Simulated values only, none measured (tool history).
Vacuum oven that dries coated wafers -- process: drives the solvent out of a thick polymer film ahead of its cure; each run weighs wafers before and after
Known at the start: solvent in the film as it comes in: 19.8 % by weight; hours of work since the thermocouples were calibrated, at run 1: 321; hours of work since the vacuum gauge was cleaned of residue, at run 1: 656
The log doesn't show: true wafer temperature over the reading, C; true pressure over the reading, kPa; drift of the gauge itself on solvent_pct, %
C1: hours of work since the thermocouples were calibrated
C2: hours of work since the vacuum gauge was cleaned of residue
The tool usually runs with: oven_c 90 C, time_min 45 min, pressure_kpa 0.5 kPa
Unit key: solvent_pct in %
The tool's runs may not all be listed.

Run 1, hour 0: usual settings; C1 321; C2 656. Result: solvent_pct 1.12 %.
Run 2, hour 31.4: usual settings; C1 338; C2 673. Result: solvent_pct 1.13 %.
Run 3, hour 66.2: usual settings; C1 356; C2 691. Result: solvent_pct 1.12 %.
Run 4, hour 101.4: usual settings; C1 375; C2 710. Result: solvent_pct 1.1 %.
Run 5, hour 124.1: usual settings; C1 387; C2 722. Result: solvent_pct 1.18 %.
Run 6, hour 150.3: usual settings; C1 400; C2 736. Result: solvent_pct 1.09 %.
Run 7, hour 176.7: usual settings; C1 414; C2 749. Result: solvent_pct 1.11 %.
Run 8, hour 195.8: usual settings; C1 424; C2 759. Result: solvent_pct 1.1 %.
Run 9, hour 214.6: usual settings but pressure_kpa 1.974 kPa; C1 434; C2 769. Result: solvent_pct 2.04 %.
Run 10, hour 238.4: usual settings but pressure_kpa 1.974 kPa; C1 447; C2 782. Result: solvent_pct 2.08 %.
Run 11, hour 261.2: usual settings but pressure_kpa 1.974 kPa; C1 459; C2 794. Result: solvent_pct 2.04 %.
Run 12, hour 278.4: usual settings but pressure_kpa 1.974 kPa; C1 468; C2 803. Result: solvent_pct 2.07 %.
Run 13, hour 302: usual settings; C1 480; C2 815. Result: solvent_pct 1.14 %.
Run 14, hour 336.5: usual settings but pressure_kpa 0.38 kPa; C1 498; C2 833. Result: solvent_pct 0.98 %.
Run 15, hour 365.3: usual settings but pressure_kpa 0.377 kPa; C1 513; C2 849. Result: solvent_pct 1.04 %.
Run 16, hour 382.3: usual settings but pressure_kpa 0.377 kPa; C1 522; C2 858. Result: solvent_pct 0.98 %.
Run 17, hour 417.4: usual settings but pressure_kpa 0.377 kPa; C1 541; C2 876. Result: solvent_pct 1.01 %.
Run 18, hour 446.4: usual settings; C1 556; C2 891. Result: solvent_pct 1.08 %.
Run 19, hour 466.3: usual settings; C1 567; C2 902. Result: solvent_pct 1.08 %.
Run 20, hour 482.7: usual settings but oven_c 94 C; C1 575; C2 910. Result: solvent_pct 0.63 %.
Run 21, hour 510.1: usual settings but oven_c 83 C; C1 590; C2 925. Result: solvent_pct 2.84 %.
Run 22, hour 536.4: usual settings but oven_c 83 C, pressure_kpa 0.847 kPa; C1 603; C2 939. Result: solvent_pct 3.09 %.
Run 23, hour 560.1: usual settings but oven_c 94 C, time_min 30 min, pressure_kpa 1.639 kPa; C1 616; C2 951. Result: solvent_pct 1.9 %.
Run 24, hour 581.7: usual settings but oven_c 94 C, pressure_kpa 0.332 kPa; C1 627; C2 962. Result: solvent_pct 0.57 %.
Run 25, hour 608.2: usual settings but oven_c 92 C, time_min 59 min; C1 641; C2 976. Result: solvent_pct 0.6 %.
Run 26, hour 642.3: usual settings but time_min 65 min, pressure_kpa 1.511 kPa; C1 659; C2 994. Result: solvent_pct 1.36 %.
Run 27, hour 666.5: usual settings but oven_c 91 C, time_min 31 min, pressure_kpa 0.794 kPa; C1 672; C2 1007. Result: solvent_pct 1.99 %.
Run 28, hour 696.5: usual settings but oven_c 87 C, pressure_kpa 0.925 kPa; C1 688; C2 1023. Result: solvent_pct 1.97 %.
Run 29, hour 712.4: usual settings but oven_c 101 C, time_min 36 min, pressure_kpa 1.626 kPa; C1 696; C2 1031. Result: solvent_pct 0.93 %.
Run 30, hour 733.4: usual settings but time_min 81 min, pressure_kpa 0.541 kPa; C1 707; C2 1042. Result: solvent_pct 0.58 %.
Run 31, hour 750.4: usual settings but time_min 81 min, pressure_kpa 0.541 kPa; C1 716; C2 1051. Result: solvent_pct 0.66 %.
At hour 755.2: oven's thermocouples calibrated.
Run 32, hour 767: usual settings but oven_c 101 C, time_min 81 min, pressure_kpa 1.867 kPa; C1 6; C2 1059. Result: solvent_pct 0.97 %.
Run 33, hour 785.9: usual settings but oven_c 96 C, time_min 33 min, pressure_kpa 0.386 kPa; C1 16; C2 1069. Result: solvent_pct 0.81 %.
Run 34, hour 811.8: usual settings but oven_c 96 C, time_min 33 min, pressure_kpa 0.386 kPa; C1 30; C2 1082. Result: solvent_pct 0.78 %.
Run 35, hour 832: usual settings but oven_c 96 C, time_min 33 min, pressure_kpa 0.386 kPa; C1 40; C2 1093. Result: solvent_pct 0.8 %.

Branching from run 35: 4 alternative next runs. What would each branch give?
Run A, hour 868: usual settings but oven_c 103 C, time_min 63 min, pressure_kpa 0.968 kPa; C1 59; C2 1112. Result: solvent_pct ?.
Run B, hour 868: usual settings but pressure_kpa 0.957 kPa; C1 59; C2 1112. Result: solvent_pct ?.
Run C, hour 868: usual settings but oven_c 96 C, time_min 74 min, pressure_kpa 1.173 kPa; C1 59; C2 1112. Result: solvent_pct ?.
Run D, hour 868: usual settings but oven_c 93 C, time_min 33 min, pressure_kpa 0.386 kPa; C1 59; C2 1112. Result: solvent_pct ?.

run  solvent_pct
  A         0.55
  B         1.51
  C         0.86
  D         1.26
With no hidden state in the tool, these same runs would have given:
run  solvent_pct
  A         0.41
  B         1.42
  C         0.68
  D          1.2

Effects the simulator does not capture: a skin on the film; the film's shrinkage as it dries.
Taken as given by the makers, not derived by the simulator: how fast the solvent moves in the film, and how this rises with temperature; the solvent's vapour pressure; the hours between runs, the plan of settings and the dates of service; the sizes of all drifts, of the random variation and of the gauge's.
